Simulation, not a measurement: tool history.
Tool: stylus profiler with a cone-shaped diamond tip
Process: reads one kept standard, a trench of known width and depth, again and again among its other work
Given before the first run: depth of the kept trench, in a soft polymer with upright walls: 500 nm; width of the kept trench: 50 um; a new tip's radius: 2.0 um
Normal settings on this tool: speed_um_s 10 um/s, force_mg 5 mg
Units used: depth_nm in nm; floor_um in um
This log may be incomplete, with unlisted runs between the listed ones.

| run | hour | speed_um_s | force_mg | depth_nm | floor_um |
|---|---|---|---|---|---|
| 1 | 0 | 10 | 5 | 513.43 | 47.37 |
| 2 | 9.6 | 10 | 5 | 513.49 | 47.34 |
| 3 | 16.1 | 10 | 5 | 513.67 | 47.33 |
| 4 | 24.5 | 10 | 1.83 | 506.81 | 47.32 |
| 5 | 37.8 | 6 | 5 | 513.47 | 47.27 |
| 6 | 53.3 | 10 | 5 | 513.6 | 47.34 |
| 7 | 61.8 | 10 | 5 | 513.62 | 47.34 |
| 8 | 68.6 | 10 | 5 | 513.74 | 47.3 |
| 9 | 78.5 | 10 | 5 | 513.85 | 47.37 |
| 10 | 92 | 2 | 9.61 | 521.47 | 47.34 |
| 11 | 99.5 | 18 | 2.3 | 507.91 | 47.34 |
| 12 | 106.1 | 4 | 6.64 | 516.41 | 47.37 |
| 13 | 116.1 | 4 | 5 | 513.81 | 47.34 |
| 14 | 130.5 | 3 | 2.38 | 508.12 | 47.3 |

What if the next run were any one of these 3? Each begins from the tool's condition after run 14:
| A | 145.2 | 20 | 2.19 | ? | ? |
| B | 145.2 | 3 | 5 | ? | ? |
| C | 145.2 | 26 | 2.38 | ? | ? |

| run | depth_nm | floor_um |
|---|---|---|
| A | 507.92 | 47.31 |
| B | 513.51 | 47.35 |
| C | 508.16 | 47.3 |
Stripped of hidden state, with their random variation kept, the same runs would have yielded:
| run | depth_nm | floor_um |
|---|---|---|
| A | 507.92 | 47.31 |
| B | 513.51 | 47.35 |
| C | 508.16 | 47.3 |

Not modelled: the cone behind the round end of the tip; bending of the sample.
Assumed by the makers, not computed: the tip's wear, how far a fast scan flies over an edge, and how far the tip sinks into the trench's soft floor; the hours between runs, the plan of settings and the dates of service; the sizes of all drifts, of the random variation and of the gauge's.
